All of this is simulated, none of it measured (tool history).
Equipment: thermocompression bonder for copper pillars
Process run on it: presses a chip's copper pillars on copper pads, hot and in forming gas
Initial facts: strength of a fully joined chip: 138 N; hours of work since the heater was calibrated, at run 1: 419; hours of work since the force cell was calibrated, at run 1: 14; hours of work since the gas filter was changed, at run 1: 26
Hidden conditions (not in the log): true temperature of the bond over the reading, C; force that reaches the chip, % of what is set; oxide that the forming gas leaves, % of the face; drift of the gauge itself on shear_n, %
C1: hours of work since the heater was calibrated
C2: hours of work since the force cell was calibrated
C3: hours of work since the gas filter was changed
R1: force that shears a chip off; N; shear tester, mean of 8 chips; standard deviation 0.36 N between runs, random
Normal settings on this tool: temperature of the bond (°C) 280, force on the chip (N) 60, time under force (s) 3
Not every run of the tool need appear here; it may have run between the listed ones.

Run 1, hour 0.0: usual settings; C1 419; C2 14; C3 26. Result: R1 89.0 N.
Run 2, hour 10.1: usual settings; C1 426; C2 21; C3 34. Result: R1 88.9 N.
Run 3, hour 19.6: usual settings but temperature of the bond (°C) 293; C1 434; C2 29; C3 41. Result: R1 101.1 N.
Run 4, hour 25.5: usual settings but temperature of the bond (°C) 293; C1 438; C2 34; C3 46. Result: R1 100.6 N.
Run 5, hour 32.3: usual settings but temperature of the bond (°C) 293; C1 444; C2 39; C3 51. Result: R1 101.1 N.
Run 6, hour 40.7: usual settings but temperature of the bond (°C) 300; C1 450; C2 45; C3 57. Result: R1 107.5 N.
Run 7, hour 48.2: usual settings but temperature of the bond (°C) 300; C1 456; C2 51; C3 63. Result: R1 105.7 N.
Run 8, hour 57.9: usual settings but temperature of the bond (°C) 300; C1 464; C2 59; C3 71. Result: R1 106.8 N.
Run 9, hour 66.7: usual settings but temperature of the bond (°C) 300; C1 471; C2 66; C3 78. Result: R1 106.3 N.
Run 10, hour 77.4: usual settings but temperature of the bond (°C) 300; C1 479; C2 74; C3 86. Result: R1 105.7 N.
Run 11, hour 83.4: usual settings but temperature of the bond (°C) 300; C1 484; C2 79; C3 91. Result: R1 106.4 N.
Run 12, hour 88.1: usual settings; C1 487; C2 82; C3 94. Result: R1 88.6 N.
At hour 90.3: force cell calibrated.
Run 13, hour 95.8: usual settings but temperature of the bond (°C) 305; C1 492; C2 4; C3 99. Result: R1 110.0 N.
Run 14, hour 105.0: usual settings but temperature of the bond (°C) 257; C1 499; C2 12; C3 106. Result: R1 65.1 N.
Run 15, hour 116.0: usual settings but temperature of the bond (°C) 257, time under force (s) 4; C1 508; C2 20; C3 115. Result: R1 72.3 N.
At hour 123.3: force cell calibrated, once more.
Run 16, hour 124.6: usual settings; C1 513; C2 1; C3 121. Result: R1 87.6 N.
Run 17, hour 135.4: usual settings but force on the chip (N) 67; C1 522; C2 9; C3 129. Result: R1 90.8 N.
Run 18, hour 144.5: usual settings but force on the chip (N) 73; C1 529; C2 17; C3 136. Result: R1 93.3 N.
Run 19, hour 152.6: usual settings but force on the chip (N) 44; C1 535; C2 23; C3 142. Result: R1 78.7 N.
Run 20, hour 160.3: usual settings but time under force (s) 2; C1 541; C2 29; C3 148. Result: R1 78.1 N.
Run 21, hour 166.8: usual settings but time under force (s) 2; C1 546; C2 34; C3 153. Result: R1 78.2 N.
Run 22, hour 174.9: usual settings but temperature of the bond (°C) 296, time under force (s) 8; C1 553; C2 40; C3 160. Result: R1 121.0 N.
Run 23, hour 183.9: usual settings but temperature of the bond (°C) 296, force on the chip (N) 40, time under force (s) 8; C1 560; C2 47; C3 167. Result: R1 111.7 N.
Run 24, hour 194.6: usual settings but temperature of the bond (°C) 285, force on the chip (N) 83, time under force (s) 6; C1 568; C2 56; C3 175. Result: R1 115.6 N.
Run 25, hour 202.8: usual settings but temperature of the bond (°C) 302, force on the chip (N) 55, time under force (s) 6; C1 574; C2 62; C3 182. Result: R1 116.1 N.
Run 26, hour 212.3: usual settings but temperature of the bond (°C) 302, force on the chip (N) 55, time under force (s) 6; C1 582; C2 69; C3 189. Result: R1 116.9 N.
Run 27, hour 219.7: usual settings but temperature of the bond (°C) 278, force on the chip (N) 55, time under force (s) 4; C1 587; C2 75; C3 195. Result: R1 89.5 N.
Run 28, hour 225.8: usual settings but temperature of the bond (°C) 278, force on the chip (N) 55, time under force (s) 6; C1 592; C2 80; C3 199. Result: R1 99.3 N.
Run 29, hour 231.9: usual settings but temperature of the bond (°C) 266, force on the chip (N) 46, time under force (s) 2; C1 597; C2 85; C3 204. Result: R1 57.6 N.
Run 30, hour 236.8: usual settings but temperature of the bond (°C) 266, force on the chip (N) 46, time under force (s) 2; C1 601; C2 88; C3 208. Result: R1 57.9 N.
Run 31, hour 243.8: usual settings but temperature of the bond (°C) 266, force on the chip (N) 46, time under force (s) 2; C1 606; C2 94; C3 213. Result: R1 57.5 N.
Run 32, hour 251.3: usual settings but temperature of the bond (°C) 276, force on the chip (N) 40, time under force (s) 2; C1 612; C2 100; C3 219. Result: R1 62.6 N.
Run 33, hour 262.3: usual settings but temperature of the bond (°C) 276, force on the chip (N) 40, time under force (s) 2; C1 621; C2 108; C3 228. Result: R1 61.7 N.
Run 34, hour 267.3: usual settings but temperature of the bond (°C) 276, force on the chip (N) 40, time under force (s) 2; C1 625; C2 112; C3 232. Result: R1 62.5 N.
Run 35, hour 275.7: usual settings but temperature of the bond (°C) 262, force on the chip (N) 76; C1 631; C2 119; C3 238. Result: R1 76.1 N.
Run 36, hour 280.9: usual settings but temperature of the bond (°C) 262, force on the chip (N) 76; C1 635; C2 123; C3 242. Result: R1 76.3 N.
Run 37, hour 287.2: usual settings but temperature of the bond (°C) 274, force on the chip (N) 68; C1 640; C2 128; C3 247. Result: R1 84.3 N.

Run 38 comes next. What will it give?
Run 38, hour 292.5: usual settings but temperature of the bond (°C) 274, force on the chip (N) 68; C1 644; C2 132; C3 251. Result: R1 ?.

{"run 38": {"R1": 85.1}}
With no hidden state in the tool, this same run would have given R1 82.7 N.
